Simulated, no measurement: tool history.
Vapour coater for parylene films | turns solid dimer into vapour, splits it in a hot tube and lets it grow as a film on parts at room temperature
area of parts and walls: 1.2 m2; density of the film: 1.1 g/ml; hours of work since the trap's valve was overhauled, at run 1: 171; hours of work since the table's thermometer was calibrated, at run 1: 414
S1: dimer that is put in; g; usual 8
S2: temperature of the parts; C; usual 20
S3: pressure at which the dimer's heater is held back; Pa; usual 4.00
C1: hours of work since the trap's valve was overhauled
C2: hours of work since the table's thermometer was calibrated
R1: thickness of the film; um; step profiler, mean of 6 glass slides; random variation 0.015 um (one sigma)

Run 1, day 0.000: usual settings; C1 171; C2 414. Result: R1 4.39 um.
Run 2, day 1.192: usual settings; C1 186; C2 429. Result: R1 4.38 um.
Run 3, day 2.158: usual settings; C1 199; C2 442. Result: R1 4.35 um.
Run 4, day 2.917: usual settings; C1 209; C2 451. Result: R1 4.38 um.
Run 5, day 4.204: usual settings; C1 225; C2 468. Result: R1 4.36 um.
Run 6, day 5.096: usual settings; C1 236; C2 479. Result: R1 4.35 um.
Run 7, day 5.958: usual settings; C1 247; C2 490. Result: R1 4.35 um.
Run 8, day 6.908: usual settings but S2 25 C; C1 260; C2 503. Result: R1 3.93 um.
Run 9, day 8.342: usual settings but S2 25 C; C1 278; C2 521. Result: R1 3.94 um.
Run 10, day 9.162: usual settings but S1 4 g, S2 25 C; C1 288; C2 531. Result: R1 1.96 um.
Run 11, day 10.329: usual settings but S1 12 g; C1 303; C2 546. Result: R1 6.46 um.
Run 12, day 11.412: usual settings but S1 12 g; C1 317; C2 560. Result: R1 6.47 um.
Run 13, day 12.775: usual settings; C1 335; C2 578. Result: R1 4.34 um.
Run 14, day 13.567: usual settings; C1 345; C2 588. Result: R1 4.31 um.
Run 15, day 14.517: usual settings but S2 19 C; C1 357; C2 600. Result: R1 4.38 um.
At day 14.621: table's thermometer calibrated.
Run 16, day 15.458: usual settings but S2 19 C; C1 369; C2 11. Result: R1 4.38 um.
Run 17, day 16.750: usual settings but S2 19 C; C1 385; C2 27. Result: R1 4.37 um.
At day 17.500: trap's valve overhauled.
Run 18, day 17.500: usual settings but S2 22 C; C1 0; C2 35. Result: R1 4.27 um.
Run 19, day 18.379: usual settings but S3 5.20 Pa; C1 11; C2 46. Result: R1 4.22 um.
Run 20, day 19.258: usual settings but S2 17 C; C1 22; C2 57. Result: R1 4.75 um.
Run 21, day 19.888: usual settings but S2 17 C; C1 31; C2 65. Result: R1 4.76 um.
At day 20.025: table's thermometer calibrated, once more.
Run 22, day 21.004: usual settings but S1 4 g, S2 18 C, S3 4.59 Pa; C1 44; C2 13. Result: R1 2.24 um.
Run 23, day 22.125: usual settings but S1 11 g; C1 59; C2 27. Result: R1 6.12 um.
Run 24, day 23.162: usual settings but S1 11 g; C1 72; C2 40. Result: R1 6.07 um.
Run 25, day 24.292: usual settings but S1 10 g; C1 86; C2 55. Result: R1 5.49 um.
Run 26, day 24.875: usual settings but S1 7 g, S2 17 C, S3 4.55 Pa; C1 94; C2 62. Result: R1 3.98 um.
Run 27, day 25.917: usual settings but S2 19 C; C1 107; C2 75. Result: R1 4.49 um.
Run 28, day 26.892: usual settings but S1 10 g, S2 13 C, S3 4.20 Pa; C1 120; C2 88. Result: R1 6.27 um.
Run 29, day 28.054: usual settings but S1 4 g, S2 13 C, S3 3.95 Pa; C1 135; C2 103. Result: R1 2.51 um.
Run 30, day 28.754: usual settings but S1 3 g, S2 15 C, S3 3.73 Pa; C1 143; C2 112. Result: R1 1.85 um.
Run 31, day 30.158: usual settings but S2 14 C, S3 3.35 Pa; C1 161; C2 130. Result: R1 5.13 um.
Run 32, day 31.142: usual settings but S2 14 C, S3 3.35 Pa; C1 174; C2 142. Result: R1 5.13 um.
Run 33, day 31.775: usual settings but S1 6 g, S2 24 C, S3 6.62 Pa; C1 182; C2 150. Result: R1 2.69 um.
Run 34, day 32.717: usual settings but S1 4 g, S2 27 C, S3 8.69 Pa; C1 194; C2 162. Result: R1 1.58 um.
Run 35, day 34.004: usual settings but S1 4 g, S2 27 C, S3 8.69 Pa; C1 211; C2 179. Result: R1 1.58 um.

Some steps in R1 between neighbouring runs. How much of each would the tool show without its hidden state too (settings, what came in, random variation), and how much is left for the hidden state, with any gauge scatter that isn't in both results?
The hidden state here: vapour lost through the trap's worn valve, %; true temperature of the parts over the reading, C; drift of the gauge itself on film_um, %.
Run 10 -> 11: S1 4 -> 12, S2 25 -> 20. R1 +4.50 um: hidden state -0.16, all else +4.66.
Run 17 -> 18: S2 19 -> 22, trap's valve overhauled. R1 -0.10 um: hidden state +0.20, all else -0.30.
Run 22 -> 23: S1 4 -> 11, S2 18 -> 20, S3 4.59 -> 4.00. R1 +3.88 um: hidden state -0.05, all else +3.93.
Run 28 -> 29: S1 10 -> 4, S3 4.20 -> 3.95. R1 -3.76 um: hidden state +0.06, all else -3.82.
Run 30 -> 31: S1 3 -> 8, S2 15 -> 14, S3 3.73 -> 3.35. R1 +3.28 um: hidden state -0.09, all else +3.37.
